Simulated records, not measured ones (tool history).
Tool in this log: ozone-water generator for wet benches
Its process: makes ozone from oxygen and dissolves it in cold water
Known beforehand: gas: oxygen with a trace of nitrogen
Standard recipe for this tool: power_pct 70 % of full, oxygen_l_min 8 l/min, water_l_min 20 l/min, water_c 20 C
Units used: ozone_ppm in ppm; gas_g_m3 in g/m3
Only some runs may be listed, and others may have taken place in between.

run	hour	power_pct	oxygen_l_min	water_l_min	water_c	ozone_ppm	gas_g_m3
1	0	70	8	20	20	16.6	122.2
2	189	55	8	20	20	13.9	105
3	296.3	70	8	20	20	16.2	119.4
# hour 393.2: electrodes of the discharge changed
4	496.1	70	8	20	20	20.3	151
5	665.2	70	8	20	20	20.1	150.6
6	834.2	70	13.44	20	20	17	107.2
7	1033.2	70	13.44	20	20	16.8	105.2
# hour 1209.6: water thermometer calibrated
8	1240.8	70	13.44	20	20	16.6	105.5
9	1397.6	70	8	12	20	26.4	147.9
10	1597.1	70	8	20	20	19.1	147.5
11	1786.7	70	8	20	20	19	145.2
12	1906.4	70	8	20	20	18.7	145
13	2030.5	70	8	16	20	21.7	145
# hour 2100.8: water thermometer calibrated, once more
14	2125	70	8	16	20	21.9	143.6
# hour 2218: contactor cleaned
15	2300.2	76	5.24	23	14	21.4	198.8
16	2447.2	65	14.22	20	20	15.6	92.9
17	2633.5	65	14.22	20	20	15.6	92.8
18	2728.7	65	14.22	20	20	15.5	91.5
19	2888.4	65	14.22	20	20	15.5	89.3
20	3097.9	65	14.22	20	20	15.2	91.1
21	3245	65	14.22	20	20	15	89.6
22	3395.6	65	14.22	20	20	15.1	89.3
23	3590.7	61	12.39	26	14	14	92.6
24	3703.1	69	13.74	19	27	13.6	94.1

Below are 4 alternative next runs, each starting from the tool's condition after run 24. Predict each:
A	3878.4	56	8	31	16	?	?
B	3878.4	69	13.74	19	15	?	?
C	3878.4	70	8	20	13	?	?
D	3878.4	69	13.74	14	27	?	?

run	ozone_ppm	gas_g_m3
A	11.9	116.9
B	17.7	93.3
C	20.5	133.9
D	15.3	94.6
With the hidden condition removed and each run's random variation left untouched, the same runs would have given:
run	ozone_ppm	gas_g_m3
A	13.5	129.3
B	20.4	104.9
C	23.6	150.9
D	17.6	106.3
